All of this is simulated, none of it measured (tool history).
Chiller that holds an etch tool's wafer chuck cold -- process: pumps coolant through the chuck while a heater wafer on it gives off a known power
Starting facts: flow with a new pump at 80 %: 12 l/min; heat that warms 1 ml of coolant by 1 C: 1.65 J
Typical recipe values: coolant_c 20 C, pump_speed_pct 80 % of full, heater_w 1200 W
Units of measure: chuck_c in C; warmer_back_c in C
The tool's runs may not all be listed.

run	day	coolant_c	pump_speed_pct	heater_w	chuck_c	warmer_back_c
1	0.000	20	80	1200	30.6	4.34
2	6.808	20	80	1200	30.6	4.27
3	13.033	20	80	1200	30.6	4.29
4	19.362	20	80	1200	30.8	4.28
5	26.442	20	80	1200	30.7	4.38
6	32.921	20	80	1200	30.7	4.43
7	37.779	20	80	1200	30.9	4.45
8	41.912	20	80	1200	31.0	4.40
9	47.238	23	80	1200	33.9	4.37
10	50.492	23	80	1200	34.2	4.47
11	56.512	16	80	1200	27.1	4.45
12	64.367	22	80	1200	33.2	4.49
13	69.179	20	73	1261	32.8	5.19
14	73.167	29	80	618	34.5	2.36
15	81.050	24	61	1200	38.1	5.87
16	86.604	20	62	709	28.1	3.41
17	90.858	20	78	1200	31.9	4.70
18	95.575	16	66	800	24.9	3.67
19	99.775	16	66	800	25.0	3.65
20	104.142	12	66	800	20.9	3.67
21	109.183	12	66	800	21.0	3.71
22	116.912	14	84	1200	25.4	4.45

Below are 5 alternative next runs, each starting from the tool's condition after run 22. Predict each:
A	124.746	14	78	1200	?	?
B	124.746	13	93	848	?	?
C	124.746	20	60	1540	?	?
D	124.746	14	75	1200	?	?
E	124.746	14	80	678	?	?

run	chuck_c	warmer_back_c
A	26.2	4.76
B	20.3	2.90
C	39.5	7.94
D	26.4	5.05
E	20.4	2.63
With no hidden state in the tool, these same runs would have given:
run	chuck_c	warmer_back_c
A	22.7	3.69
B	18.3	2.26
C	33.7	6.18
D	22.8	3.94
E	18.7	2.05

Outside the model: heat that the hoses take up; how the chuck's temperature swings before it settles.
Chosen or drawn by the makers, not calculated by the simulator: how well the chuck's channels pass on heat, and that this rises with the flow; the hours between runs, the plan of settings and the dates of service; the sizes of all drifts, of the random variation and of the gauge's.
